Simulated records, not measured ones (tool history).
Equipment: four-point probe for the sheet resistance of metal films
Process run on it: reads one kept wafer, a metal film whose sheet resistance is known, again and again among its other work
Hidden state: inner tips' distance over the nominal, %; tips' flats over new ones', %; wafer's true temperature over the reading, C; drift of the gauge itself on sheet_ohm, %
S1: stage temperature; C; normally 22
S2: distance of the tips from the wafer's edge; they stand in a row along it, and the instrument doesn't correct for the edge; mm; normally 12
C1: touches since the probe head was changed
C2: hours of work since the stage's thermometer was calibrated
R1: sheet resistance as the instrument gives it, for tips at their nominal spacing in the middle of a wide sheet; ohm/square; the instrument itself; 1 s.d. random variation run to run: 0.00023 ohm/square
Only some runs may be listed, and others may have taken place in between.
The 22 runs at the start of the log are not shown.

| run | day | S1 | S2 | C1 | C2 | R1 |
|---|---|---|---|---|---|---|
| 23 | 69.179 | 28 | 16 | 168620 | 1760 | 1.118541 |
| 24 | 73.512 | 28 | 16 | 172456 | 1825 | 1.117956 |
| 25 | 75.825 | 28 | 16 | 174502 | 1859 | 1.117227 |
| 26 | 77.683 | 19 | 20 | 176147 | 1886 | 1.125463 |
| 27 | 80.692 | 19 | 20 | 178812 | 1931 | 1.125498 |
| 28 | 82.983 | 27 | 13 | 180840 | 1965 | 1.118793 |
| 29 | 87.104 | 25 | 31 | 184490 | 2026 | 1.118959 |
| 30 | 91.221 | 25 | 31 | 188134 | 2087 | 1.118676 |
| 31 | 93.712 | 25 | 31 | 190341 | 2124 | 1.118586 |
| 32 | 97.962 | 22 | 13 | 194100 | 2187 | 1.122228 |
| 33 | 99.983 | 21 | 12 | 195890 | 2217 | 1.122540 |
|  | 102.829 | stage's thermometer calibrated |
| 34 | 103.100 | 21 | 18 | 198631 | 4 | 1.123719 |
| 35 | 107.379 | 21 | 18 | 202420 | 67 | 1.123188 |

Run 36 is up next; what results do you expect?
| 36 | 111.179 | 23 | 12 | 205786 | 124 | ? |

For run 36 the tool returned R1 1.121535 ohm/square.
With the hidden condition absent and the run-to-run variation left alone, this run would have shown R1 1.131447 ohm/square.
